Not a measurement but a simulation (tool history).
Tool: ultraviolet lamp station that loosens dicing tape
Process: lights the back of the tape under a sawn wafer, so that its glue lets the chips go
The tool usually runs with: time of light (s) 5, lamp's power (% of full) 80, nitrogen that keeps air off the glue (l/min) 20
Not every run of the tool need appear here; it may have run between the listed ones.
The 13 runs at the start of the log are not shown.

| run | hour | time of light (s) | lamp's power (% of full) | nitrogen that keeps air off the glue (l/min) | hours of work of the lamp | hours of work since the window was cleaned | force that peels the tape off (N) | light that reached the tape (mJ/cm²) |
|---|---|---|---|---|---|---|---|---|
| 14 | 525.3 | 5 | 80 | 21 | 570 | 257 | 0.303 | 163 |
| 15 | 580.2 | 5 | 80 | 21 | 609 | 296 | 0.329 | 165 |
| 16 | 616.5 | 5 | 80 | 21 | 636 | 323 | 0.322 | 160 |
| 17 | 660.7 | 6 | 98 | 36 | 668 | 355 | 0.098 | 233 |
| 18 | 707 | 6 | 98 | 36 | 701 | 388 | 0.104 | 230 |
| 19 | 739.7 | 2 | 64 | 20 | 725 | 412 | 1.896 | 49 |
| 20 | 777 | 2 | 64 | 20 | 752 | 439 | 1.926 | 46 |
| 21 | 835.2 | 2 | 64 | 20 | 794 | 481 | 1.984 | 49 |
|  | 852.7 | window cleaned of glue's vapour |
| 22 | 881.6 | 2 | 91 | 39 | 828 | 21 | 1.083 | 68 |
| 23 | 906.2 | 2 | 83 | 39 | 846 | 39 | 1.246 | 63 |
| 24 | 957.9 | 2 | 83 | 39 | 883 | 76 | 1.262 | 62 |
| 25 | 991.6 | 4 | 72 | 20 | 908 | 101 | 0.824 | 102 |
| 26 | 1037.8 | 4 | 72 | 20 | 941 | 134 | 0.816 | 101 |
| 27 | 1066.6 | 5 | 69 | 25 | 962 | 155 | 0.526 | 123 |
| 28 | 1117.4 | 5 | 69 | 25 | 999 | 192 | 0.549 | 120 |
| 29 | 1166 | 5 | 80 | 17 | 1034 | 227 | 0.586 | 139 |
| 30 | 1212.8 | 5 | 80 | 17 | 1068 | 261 | 0.546 | 134 |
| 31 | 1265.4 | 10 | 75 | 36 | 1106 | 299 | 0.093 | 253 |
| 32 | 1297 | 3 | 94 | 9 | 1129 | 322 | 1.413 | 91 |

4 ways to go on from here, each from the tool as it stands after run 32. What would each give?
| A | 1343.4 | 3 | 75 | 7 | 1163 | 356 | ? | ? |
| B | 1343.4 | 3 | 94 | 7 | 1163 | 356 | ? | ? |
| C | 1343.4 | 9 | 67 | 9 | 1163 | 356 | ? | ? |
| D | 1343.4 | 5 | 83 | 9 | 1163 | 356 | ? | ? |

| run | force that peels the tape off (N) | light that reached the tape (mJ/cm²) |
|---|---|---|
| A | 1.963 | 73 |
| B | 1.645 | 89 |
| C | 0.461 | 185 |
| D | 0.911 | 137 |
With the hidden condition removed and each run's random variation left untouched, the same runs would have given:
| run | force that peels the tape off (N) | light that reached the tape (mJ/cm²) |
|---|---|---|
| A | 1.191 | 120 |
| B | 0.885 | 147 |
| C | 0.146 | 310 |
| D | 0.357 | 224 |
